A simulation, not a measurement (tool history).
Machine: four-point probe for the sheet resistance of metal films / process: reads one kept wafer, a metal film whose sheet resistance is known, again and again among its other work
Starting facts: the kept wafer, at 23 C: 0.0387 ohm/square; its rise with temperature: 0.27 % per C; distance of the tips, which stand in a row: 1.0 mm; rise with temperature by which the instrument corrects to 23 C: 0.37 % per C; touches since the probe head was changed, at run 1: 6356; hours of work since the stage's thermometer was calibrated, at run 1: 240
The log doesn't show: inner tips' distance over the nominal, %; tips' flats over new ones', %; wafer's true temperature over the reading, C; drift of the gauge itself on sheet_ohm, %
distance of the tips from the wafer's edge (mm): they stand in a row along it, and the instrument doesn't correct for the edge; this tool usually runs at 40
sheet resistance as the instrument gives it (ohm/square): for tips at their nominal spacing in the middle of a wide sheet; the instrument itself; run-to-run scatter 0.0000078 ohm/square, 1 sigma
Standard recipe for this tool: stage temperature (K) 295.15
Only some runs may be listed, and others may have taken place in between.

| run | hour | stage temperature (K) | distance of the tips from the wafer's edge (mm) | touches since the probe head was changed | hours of work since the stage's thermometer was calibrated | sheet resistance as the instrument gives it (ohm/square) |
|---|---|---|---|---|---|---|
| 1 | 0 | 295.15 | 40 | 6356 | 240 | 0.038748 |
| 2 | 12.1 | 295.15 | 40 | 6752 | 249 | 0.038766 |
| 3 | 34.6 | 295.15 | 40 | 7485 | 266 | 0.038751 |
| 4 | 58.2 | 295.15 | 40 | 8258 | 283 | 0.038771 |
| 5 | 75 | 294.15 | 40 | 8804 | 295 | 0.038785 |
| 6 | 94.9 | 294.15 | 40 | 9456 | 310 | 0.03879 |
| 7 | 111.3 | 295.15 | 40 | 9991 | 322 | 0.038749 |
| 8 | 129.5 | 295.15 | 40 | 10585 | 335 | 0.03875 |
| 9 | 151.7 | 295.15 | 29 | 11308 | 351 | 0.038758 |
| 10 | 164.7 | 295.15 | 29 | 11734 | 361 | 0.038757 |
| 11 | 181.4 | 305.15 | 40 | 12278 | 373 | 0.038381 |
| 12 | 194.1 | 295.15 | 40 | 12693 | 382 | 0.038746 |
| 13 | 209.7 | 302.15 | 40 | 13202 | 394 | 0.038494 |
| 14 | 229 | 302.15 | 40 | 13831 | 408 | 0.038495 |
| 15 | 241.8 | 295.15 | 40 | 14251 | 417 | 0.038771 |
| 16 | 262.6 | 297.15 | 40 | 14930 | 432 | 0.038693 |
| 17 | 282 | 291.15 | 40 | 15564 | 447 | 0.038897 |
| 18 | 306.2 | 295.15 | 40 | 16353 | 464 | 0.038757 |
| 19 | 324.1 | 295.15 | 15 | 16938 | 477 | 0.038826 |
| 20 | 338.2 | 295.15 | 15 | 17397 | 488 | 0.038834 |
| 21 | 352.3 | 295.15 | 15 | 17859 | 498 | 0.038817 |
| 22 | 365.3 | 295.15 | 28 | 18284 | 508 | 0.038761 |
| 23 | 379.7 | 295.15 | 28 | 18751 | 518 | 0.038765 |
| 24 | 401.2 | 305.15 | 17 | 19454 | 534 | 0.038451 |
| 25 | 415 | 307.15 | 5 | 19906 | 544 | 0.039109 |
| 26 | 437.6 | 297.15 | 15 | 20643 | 560 | 0.038755 |
| 27 | 457.5 | 297.15 | 15 | 21294 | 575 | 0.038751 |
| 28 | 473.6 | 306.15 | 40 | 21819 | 587 | 0.038365 |
| 29 | 486.3 | 293.15 | 40 | 22234 | 596 | 0.038836 |
| 30 | 500 | 297.15 | 11 | 22679 | 606 | 0.038832 |
| 31 | 517.4 | 297.15 | 11 | 23246 | 619 | 0.038848 |
| 32 | 539.4 | 294.15 | 15 | 23965 | 635 | 0.038874 |
| 33 | 554.1 | 304.15 | 22 | 24446 | 646 | 0.038455 |
| 34 | 571.6 | 307.15 | 9 | 25018 | 658 | 0.038572 |
| 35 | 591.3 | 305.15 | 3 | 25661 | 673 | 0.040537 |
| 36 | 607.3 | 292.15 | 6 | 26181 | 685 | 0.039419 |
| 37 | 624.5 | 292.15 | 6 | 26743 | 697 | 0.039428 |
| 38 | 642 | 299.15 | 10 | 27316 | 710 | 0.038802 |
| 39 | 656.8 | 299.15 | 10 | 27797 | 721 | 0.038793 |
| 40 | 672.1 | 293.15 | 46 | 28298 | 732 | 0.038828 |
| 41 | 686.9 | 307.15 | 22 | 28783 | 743 | 0.038363 |
| 42 | 697.3 | 307.15 | 22 | 29121 | 750 | 0.038349 |
| 43 | 713.5 | 307.15 | 20 | 29649 | 762 | 0.038349 |

5 ways to go on from here, each from the tool as it stands after run 43. What would each give?
| A | 729.2 | 295.15 | 40 | 30161 | 774 | ? |
| B | 729.2 | 307.15 | 28 | 30161 | 774 | ? |
| C | 729.2 | 293.15 | 8 | 30161 | 774 | ? |
| D | 729.2 | 294.15 | 3 | 30161 | 774 | ? |
| E | 729.2 | 294.15 | 16 | 30161 | 774 | ? |

| run | sheet resistance as the instrument gives it (ohm/square) |
|---|---|
| A | 0.038743 |
| B | 0.038327 |
| C | 0.039145 |
| D | 0.040969 |
| E | 0.038854 |
The same runs, with their run-to-run variation unchanged, on a tool lacking any hidden condition would have given:
| run | sheet resistance as the instrument gives it (ohm/square) |
|---|---|
| A | 0.038744 |
| B | 0.038328 |
| C | 0.039145 |
| D | 0.040969 |
| E | 0.038854 |

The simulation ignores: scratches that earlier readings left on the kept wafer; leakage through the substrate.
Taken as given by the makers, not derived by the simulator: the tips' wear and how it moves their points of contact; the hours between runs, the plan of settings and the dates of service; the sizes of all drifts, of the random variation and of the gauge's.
